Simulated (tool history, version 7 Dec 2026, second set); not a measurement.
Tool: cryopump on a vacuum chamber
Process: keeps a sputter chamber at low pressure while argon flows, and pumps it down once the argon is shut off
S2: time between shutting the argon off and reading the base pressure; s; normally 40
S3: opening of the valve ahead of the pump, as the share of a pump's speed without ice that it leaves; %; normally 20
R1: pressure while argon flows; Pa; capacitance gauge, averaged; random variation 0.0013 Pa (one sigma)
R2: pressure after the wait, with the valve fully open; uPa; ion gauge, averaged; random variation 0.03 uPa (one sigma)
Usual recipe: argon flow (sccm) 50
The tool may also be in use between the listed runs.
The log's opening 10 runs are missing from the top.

run 11 day=14.362 | argon_flow_(sccm)=50 S2=40 S3=20 | R1=0.3008 R2=1.96
run 12 day=15.408 | argon_flow_(sccm)=50 S2=40 S3=20 | R1=0.2994 R2=1.96
run 13 day=17.2 | argon_flow_(sccm)=50 S2=40 S3=20 | R1=0.3015 R2=2.05
-- day=18.304 pump warmed up, emptied and cooled again
run 14 day=19.138 | argon_flow_(sccm)=100 S2=40 S3=20 | R1=0.5901 R2=1.98
run 15 day=20.125 | argon_flow_(sccm)=50 S2=40 S3=22 | R1=0.2656 R2=1.95
run 16 day=21.842 | argon_flow_(sccm)=50 S2=40 S3=22 | R1=0.2664 R2=2.06
run 17 day=23.346 | argon_flow_(sccm)=50 S2=40 S3=20 | R1=0.2932 R2=2.09
run 18 day=24.479 | argon_flow_(sccm)=32 S2=40 S3=20 | R1=0.1904 R2=2.05
run 19 day=26.138 | argon_flow_(sccm)=41 S2=40 S3=20 | R1=0.2448 R2=2.14
run 20 day=27.417 | argon_flow_(sccm)=41 S2=40 S3=20 | R1=0.2419 R2=2.17
run 21 day=28.608 | argon_flow_(sccm)=98 S2=40 S3=53 | R1=0.2256 R2=2.13
run 22 day=30.088 | argon_flow_(sccm)=48 S2=40 S3=26 | R1=0.2193 R2=2.22
run 23 day=32.112 | argon_flow_(sccm)=48 S2=40 S3=26 | R1=0.2198 R2=2.23
run 24 day=34.025 | argon_flow_(sccm)=31 S2=40 S3=20 | R1=0.1863 R2=2.29
run 25 day=36.008 | argon_flow_(sccm)=31 S2=40 S3=20 | R1=0.1861 R2=2.32
run 26 day=36.929 | argon_flow_(sccm)=31 S2=40 S3=20 | R1=0.1859 R2=2.34
run 27 day=37.788 | argon_flow_(sccm)=21 S2=43 S3=16 | R1=0.1578 R2=2.23
run 28 day=38.954 | argon_flow_(sccm)=76 S2=32 S3=27 | R1=0.3403 R2=2.74
run 29 day=40.929 | argon_flow_(sccm)=76 S2=127 S3=27 | R1=0.3418 R2=1.54
run 30 day=42.454 | argon_flow_(sccm)=50 S2=42 S3=24 | R1=0.2537 R2=2.34
run 31 day=44.138 | argon_flow_(sccm)=32 S2=266 S3=32 | R1=0.1214 R2=1.43
-- day=45.196 pump warmed up, emptied and cooled again
run 32 day=45.25 | argon_flow_(sccm)=32 S2=258 S3=30 | R1=0.1264 R2=1.29
run 33 day=46.833 | argon_flow_(sccm)=29 S2=72 S3=43 | R1=0.0799 R2=1.78

Forecast each of these 5 alternatives for the next run:
run A day=48.646 | argon_flow_(sccm)=44 S2=84 S3=34 | R1=? R2=?
run B day=48.646 | argon_flow_(sccm)=60 S2=72 S3=17 | R1=? R2=?
run C day=48.646 | argon_flow_(sccm)=50 S2=40 S3=22 | R1=? R2=?
run D day=48.646 | argon_flow_(sccm)=73 S2=72 S3=32 | R1=? R2=?
run E day=48.646 | argon_flow_(sccm)=29 S2=79 S3=18 | R1=? R2=?

run=A R1=0.1521 R2=1.8
run=B R1=0.4169 R2=1.94
run=C R1=0.2692 R2=2.41
run=D R1=0.27 R2=1.96
run=E R1=0.1897 R2=1.78
Without the tool's hidden state the same runs would have given:
run=A R1=0.1509 R2=0.82
run=B R1=0.4152 R2=0.95
run=C R1=0.2678 R2=1.47
run=D R1=0.2679 R2=0.97
run=E R1=0.1889 R2=0.82
